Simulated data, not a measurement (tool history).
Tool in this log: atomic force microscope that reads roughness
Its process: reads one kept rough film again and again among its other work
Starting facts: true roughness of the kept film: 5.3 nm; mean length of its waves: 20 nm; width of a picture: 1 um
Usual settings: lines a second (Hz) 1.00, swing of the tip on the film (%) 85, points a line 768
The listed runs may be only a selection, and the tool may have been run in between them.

run	hour	lines a second (Hz)	swing of the tip on the film (%)	points a line	roughness of the kept film (nm (root mean square))
1	0.0	1.00	85	768	1.965
2	11.5	1.00	85	768	1.902
# hour 21.6: new tip fitted
3	34.8	1.00	71	768	3.464
4	50.8	1.00	71	768	3.240
5	62.4	0.73	85	768	3.073
6	84.5	1.00	85	768	2.786
7	109.4	1.00	85	768	2.542
8	125.4	1.00	85	768	2.419
# hour 127.6: height scale calibrated on a step standard
9	147.4	1.00	85	768	2.262
10	171.3	1.00	85	768	2.140
11	196.2	1.03	85	768	1.972
# hour 216.3: new tip fitted
12	217.0	1.03	85	768	3.635
13	227.1	1.03	85	768	3.454
14	248.3	1.03	85	768	3.149
# hour 253.2: height scale calibrated on a step standard, once more
15	265.9	1.00	69	639	3.015
16	283.9	2.20	84	768	2.565
17	298.4	1.00	64	388	2.636
18	311.1	1.00	62	458	2.553
19	327.0	0.93	55	264	2.388
20	349.3	0.56	61	337	2.273
21	372.0	0.56	61	337	2.117
22	392.9	1.00	76	768	1.974
# hour 411.3: new tip fitted
23	416.0	0.88	62	451	3.692
24	428.6	0.87	57	768	3.538

Branching from run 24: 4 alternative next runs. What would each branch give?
A	450.1	3.03	79	768	?
B	450.1	0.63	81	376	?
C	450.1	1.00	85	407	?
D	450.1	1.03	59	768	?

run	roughness of the kept film (nm (root mean square))
A	2.891
B	3.078
C	2.999
D	3.213
The same runs, with their run-to-run variation unchanged, on a tool lacking any hidden condition would have given:
run	roughness of the kept film (nm (root mean square))
A	3.457
B	3.680
C	3.588
D	3.840
